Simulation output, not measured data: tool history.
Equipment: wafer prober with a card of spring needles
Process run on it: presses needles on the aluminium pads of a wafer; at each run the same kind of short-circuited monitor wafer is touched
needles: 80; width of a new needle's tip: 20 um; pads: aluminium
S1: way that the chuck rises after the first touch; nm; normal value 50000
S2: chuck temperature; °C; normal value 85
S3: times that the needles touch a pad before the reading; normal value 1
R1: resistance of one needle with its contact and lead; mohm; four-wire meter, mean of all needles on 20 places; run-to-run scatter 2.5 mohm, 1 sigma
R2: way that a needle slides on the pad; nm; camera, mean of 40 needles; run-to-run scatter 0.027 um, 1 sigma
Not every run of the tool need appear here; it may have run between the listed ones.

run 1 hour=0 | S1=50000 S2=85 S3=1 | R1=542 R2=13860
-- hour=17.9 tips cleaned on abrasive film
-- hour=63.3 tips cleaned on abrasive film
run 2 hour=63.3 | S1=50000 S2=85 S3=1 | R1=329 R2=13880
-- hour=111.5 tips cleaned on abrasive film
run 3 hour=124.3 | S1=63000 S2=85 S3=1 | R1=395 R2=17410
-- hour=157.9 tips cleaned on abrasive film
run 4 hour=166.5 | S1=63000 S2=85 S3=1 | R1=373 R2=17460
run 5 hour=200.4 | S1=40000 S2=85 S3=1 | R1=754 R2=11040
-- hour=205.1 tips cleaned on abrasive film
-- hour=252.5 tips cleaned on abrasive film
run 6 hour=256.3 | S1=39000 S2=85 S3=1 | R1=443 R2=10690
-- hour=300 tips cleaned on abrasive film
run 7 hour=309.2 | S1=50000 S2=85 S3=1 | R1=432 R2=13680
-- hour=348.5 tips cleaned on abrasive film
-- hour=358.3 tips cleaned on abrasive film, once more
run 8 hour=370.8 | S1=50000 S2=85 S3=1 | R1=479 R2=13670
-- hour=406.2 tips cleaned on abrasive film
run 9 hour=423.4 | S1=50000 S2=85 S3=1 | R1=512 R2=13580
-- hour=455.3 tips cleaned on abrasive film
run 10 hour=472.4 | S1=50000 S2=85 S3=1 | R1=528 R2=13530
-- hour=503.9 tips cleaned on abrasive film
run 11 hour=524 | S1=50000 S2=85 S3=1 | R1=525 R2=13570
-- hour=549.1 tips cleaned on abrasive film
run 12 hour=586.2 | S1=50000 S2=85 S3=1 | R1=609 R2=13520
-- hour=596.2 tips cleaned on abrasive film
run 13 hour=639.4 | S1=50000 S2=85 S3=1 | R1=619 R2=13470
-- hour=644.9 tips cleaned on abrasive film
-- hour=690.6 tips cleaned on abrasive film
run 14 hour=691.9 | S1=50000 S2=85 S3=1 | R1=331 R2=13410

Estimate the outcome of run 15 from the log above:
-- hour=737.8 tips cleaned on abrasive film
run 15 hour=747.1 | S1=54000 S2=85 S3=1 | R1=? R2=?

{"run 15": {"R1": 418, "R2": 14500}}
Were there no unlogged condition in the tool, this run, its random variation unchanged, would have produced R1 282 mohm, R2 15030 nm.

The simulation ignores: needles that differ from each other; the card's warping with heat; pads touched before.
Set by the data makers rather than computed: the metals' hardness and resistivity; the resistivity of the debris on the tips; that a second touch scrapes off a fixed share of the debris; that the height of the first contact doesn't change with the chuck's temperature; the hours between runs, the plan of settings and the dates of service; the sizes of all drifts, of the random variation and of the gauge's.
